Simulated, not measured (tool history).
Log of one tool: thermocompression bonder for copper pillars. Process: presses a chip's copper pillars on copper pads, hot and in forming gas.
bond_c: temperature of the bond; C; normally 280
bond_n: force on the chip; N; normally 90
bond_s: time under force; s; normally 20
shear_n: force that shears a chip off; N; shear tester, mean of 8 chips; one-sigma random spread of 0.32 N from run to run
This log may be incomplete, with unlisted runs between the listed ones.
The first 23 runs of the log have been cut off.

run    hour  bond_c  bond_n  bond_s  hours of work since the heater was calibrated  hours of work since the force cell was calibrated  hours of work since the gas filter was changed  shear_n
 24   762.0     280      80      20                                             59                                                456                                             301     33.3
 25   799.1     280      80      20                                             76                                                473                                             317     33.4
 26   832.8     280     134      23                                             91                                                488                                             332     46.3
 27   862.6     254     114      20                                            104                                                501                                             346     29.4
      895.5  -- forming gas filter changed
 28   910.2     254     114      20                                            125                                                522                                               7     33.0
 29   957.4     297     114      24                                            146                                                543                                              28     56.4
 30   985.1     300     104      11                                            158                                                555                                              40     41.4
 31  1019.5     280     127      26                                            174                                                571                                              55     50.8
 32  1048.7     271      90      28                                            187                                                584                                              68     39.4
 33  1076.4     271      90      28                                            199                                                596                                              81     39.1
 34  1111.6     271      90      28                                            215                                                612                                              96     38.8

Predict each of these 5 candidate next runs independently; none follows another, all start after run 34:
  A  1156.2     299     132      28                                            234                                                632                                             116        ?
  B  1156.2     271      61      28                                            234                                                632                                             116        ?
  C  1156.2     260     125      18                                            234                                                632                                             116        ?
  D  1156.2     262     113      45                                            234                                                632                                             116        ?
  E  1156.2     280      90      47                                            234                                                632                                             116        ?

run  shear_n
  A     61.7
  B     31.5
  C     34.5
  D     47.2
  E     51.1
Take away the tool's hidden state, keep each run's random variation, and the runs would have read:
run  shear_n
  A     63.7
  B     32.4
  C     35.6
  D     48.8
  E     52.8
